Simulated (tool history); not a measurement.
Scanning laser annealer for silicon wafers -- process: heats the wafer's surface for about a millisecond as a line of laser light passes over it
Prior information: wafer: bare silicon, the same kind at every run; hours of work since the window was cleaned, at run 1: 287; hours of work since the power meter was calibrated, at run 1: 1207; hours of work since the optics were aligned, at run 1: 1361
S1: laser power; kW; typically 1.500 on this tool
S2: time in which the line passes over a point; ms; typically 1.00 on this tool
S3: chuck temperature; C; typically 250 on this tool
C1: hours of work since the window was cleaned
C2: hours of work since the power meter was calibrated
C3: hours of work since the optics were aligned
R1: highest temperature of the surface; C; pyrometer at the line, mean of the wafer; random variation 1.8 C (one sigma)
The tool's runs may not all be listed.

{"run": 1, "hour": 0.0, "S1": 1.5, "S2": 1.0, "S3": 250, "C1": 287, "C2": 1207, "C3": 1361, "R1": 1013}
{"hour": 43.5, "done": "optics aligned, line set to its width"}
{"hour": 53.7, "done": "window over the wafer cleaned"}
{"run": 2, "hour": 69.0, "S1": 1.5, "S2": 1.0, "S3": 250, "C1": 7, "C2": 1237, "C3": 11, "R1": 1050}
{"run": 3, "hour": 111.0, "S1": 1.5, "S2": 1.0, "S3": 250, "C1": 28, "C2": 1258, "C3": 32, "R1": 1046}
{"run": 4, "hour": 152.4, "S1": 1.5, "S2": 1.0, "S3": 250, "C1": 48, "C2": 1278, "C3": 52, "R1": 1044}
{"run": 5, "hour": 212.8, "S1": 1.5, "S2": 1.0, "S3": 250, "C1": 77, "C2": 1307, "C3": 81, "R1": 1040}
{"run": 6, "hour": 263.2, "S1": 1.526, "S2": 1.0, "S3": 250, "C1": 102, "C2": 1332, "C3": 106, "R1": 1050}
{"run": 7, "hour": 291.9, "S1": 1.5, "S2": 0.71, "S3": 250, "C1": 116, "C2": 1346, "C3": 120, "R1": 908}
{"run": 8, "hour": 342.5, "S1": 1.5, "S2": 0.71, "S3": 250, "C1": 140, "C2": 1370, "C3": 144, "R1": 909}
{"run": 9, "hour": 370.1, "S1": 1.5, "S2": 0.71, "S3": 250, "C1": 154, "C2": 1383, "C3": 158, "R1": 901}
{"run": 10, "hour": 433.2, "S1": 1.5, "S2": 1.0, "S3": 250, "C1": 184, "C2": 1414, "C3": 188, "R1": 1029}
{"run": 11, "hour": 463.3, "S1": 1.5, "S2": 1.0, "S3": 250, "C1": 199, "C2": 1429, "C3": 203, "R1": 1028}
{"run": 12, "hour": 524.5, "S1": 1.5, "S2": 1.0, "S3": 250, "C1": 229, "C2": 1458, "C3": 233, "R1": 1025}
{"run": 13, "hour": 571.9, "S1": 1.5, "S2": 1.0, "S3": 250, "C1": 252, "C2": 1481, "C3": 256, "R1": 1023}
{"run": 14, "hour": 614.1, "S1": 1.5, "S2": 1.0, "S3": 250, "C1": 272, "C2": 1502, "C3": 276, "R1": 1018}
{"hour": 621.2, "done": "laser's power meter calibrated"}
{"run": 15, "hour": 648.0, "S1": 1.609, "S2": 1.0, "S3": 250, "C1": 287, "C2": 13, "C3": 291, "R1": 1079}
{"run": 16, "hour": 681.6, "S1": 1.604, "S2": 1.0, "S3": 250, "C1": 303, "C2": 29, "C3": 307, "R1": 1071}
{"hour": 695.9, "done": "window over the wafer cleaned"}
{"run": 17, "hour": 731.5, "S1": 1.5, "S2": 1.0, "S3": 218, "C1": 17, "C2": 53, "C3": 331, "R1": 1010}
{"run": 18, "hour": 768.2, "S1": 1.5, "S2": 1.0, "S3": 218, "C1": 35, "C2": 70, "C3": 348, "R1": 1006}
{"run": 19, "hour": 805.2, "S1": 1.5, "S2": 1.0, "S3": 218, "C1": 53, "C2": 88, "C3": 366, "R1": 1005}
{"run": 20, "hour": 837.5, "S1": 1.5, "S2": 1.0, "S3": 222, "C1": 69, "C2": 104, "C3": 382, "R1": 1006}
{"run": 21, "hour": 863.7, "S1": 1.5, "S2": 1.0, "S3": 241, "C1": 81, "C2": 117, "C3": 395, "R1": 1021}
{"run": 22, "hour": 922.5, "S1": 1.292, "S2": 0.89, "S3": 223, "C1": 110, "C2": 145, "C3": 423, "R1": 841}
{"hour": 930.6, "done": "laser's power meter calibrated, once more"}
{"run": 23, "hour": 952.8, "S1": 1.484, "S2": 1.22, "S3": 271, "C1": 123, "C2": 11, "C3": 436, "R1": 1138}
{"run": 24, "hour": 1001.9, "S1": 1.484, "S2": 1.22, "S3": 271, "C1": 147, "C2": 35, "C3": 460, "R1": 1137}
{"run": 25, "hour": 1062.3, "S1": 1.484, "S2": 0.76, "S3": 214, "C1": 176, "C2": 64, "C3": 490, "R1": 887}
{"run": 26, "hour": 1120.1, "S1": 1.5, "S2": 1.14, "S3": 221, "C1": 204, "C2": 92, "C3": 518, "R1": 1056}
{"run": 27, "hour": 1158.0, "S1": 1.635, "S2": 1.14, "S3": 273, "C1": 223, "C2": 110, "C3": 536, "R1": 1190}
{"run": 28, "hour": 1223.0, "S1": 1.635, "S2": 1.14, "S3": 273, "C1": 254, "C2": 142, "C3": 568, "R1": 1189}
{"run": 29, "hour": 1283.3, "S1": 1.635, "S2": 0.84, "S3": 273, "C1": 284, "C2": 171, "C3": 597, "R1": 1051}
{"run": 30, "hour": 1319.1, "S1": 1.5, "S2": 0.98, "S3": 250, "C1": 301, "C2": 189, "C3": 614, "R1": 1012}
{"hour": 1338.1, "done": "window over the wafer cleaned"}
{"run": 31, "hour": 1356.6, "S1": 1.5, "S2": 1.0, "S3": 265, "C1": 9, "C2": 206, "C3": 632, "R1": 1060}
{"run": 32, "hour": 1391.8, "S1": 1.449, "S2": 1.04, "S3": 250, "C1": 26, "C2": 223, "C3": 649, "R1": 1032}
{"run": 33, "hour": 1419.4, "S1": 1.406, "S2": 0.91, "S3": 272, "C1": 39, "C2": 236, "C3": 662, "R1": 972}
{"run": 34, "hour": 1467.9, "S1": 1.406, "S2": 0.91, "S3": 272, "C1": 63, "C2": 260, "C3": 686, "R1": 973}
{"run": 35, "hour": 1532.2, "S1": 1.406, "S2": 0.91, "S3": 272, "C1": 94, "C2": 291, "C3": 717, "R1": 969}
{"run": 36, "hour": 1590.0, "S1": 1.406, "S2": 0.91, "S3": 272, "C1": 122, "C2": 319, "C3": 745, "R1": 966}
{"run": 37, "hour": 1648.7, "S1": 1.5, "S2": 1.08, "S3": 262, "C1": 151, "C2": 348, "C3": 773, "R1": 1077}
{"run": 38, "hour": 1704.4, "S1": 1.559, "S2": 1.0, "S3": 227, "C1": 178, "C2": 375, "C3": 800, "R1": 1042}
{"run": 39, "hour": 1764.2, "S1": 1.534, "S2": 1.0, "S3": 216, "C1": 207, "C2": 404, "C3": 829, "R1": 1014}
{"run": 40, "hour": 1790.5, "S1": 1.5, "S2": 1.0, "S3": 212, "C1": 220, "C2": 416, "C3": 842, "R1": 987}
{"run": 41, "hour": 1835.0, "S1": 1.517, "S2": 1.0, "S3": 250, "C1": 241, "C2": 438, "C3": 864, "R1": 1032}

Predict each of these 4 candidate next runs independently; none follows another, all start after run 41:
{"run": "A", "hour": 1888.3, "S1": 1.5, "S2": 1.0, "S3": 223, "C1": 267, "C2": 464, "C3": 890, "R1": "?"}
{"run": "B", "hour": 1888.3, "S1": 1.5, "S2": 1.0, "S3": 240, "C1": 267, "C2": 464, "C3": 890, "R1": "?"}
{"run": "C", "hour": 1888.3, "S1": 1.634, "S2": 0.7, "S3": 274, "C1": 267, "C2": 464, "C3": 890, "R1": "?"}
{"run": "D", "hour": 1888.3, "S1": 1.316, "S2": 1.1, "S3": 252, "C1": 267, "C2": 464, "C3": 890, "R1": "?"}

run=A R1=992
run=B R1=1010
run=C R1=983
run=D R1=948
Without the tool's unlogged condition, the same runs would have read:
run=A R1=1028
run=B R1=1046
run=C R1=1015
run=D R1=981
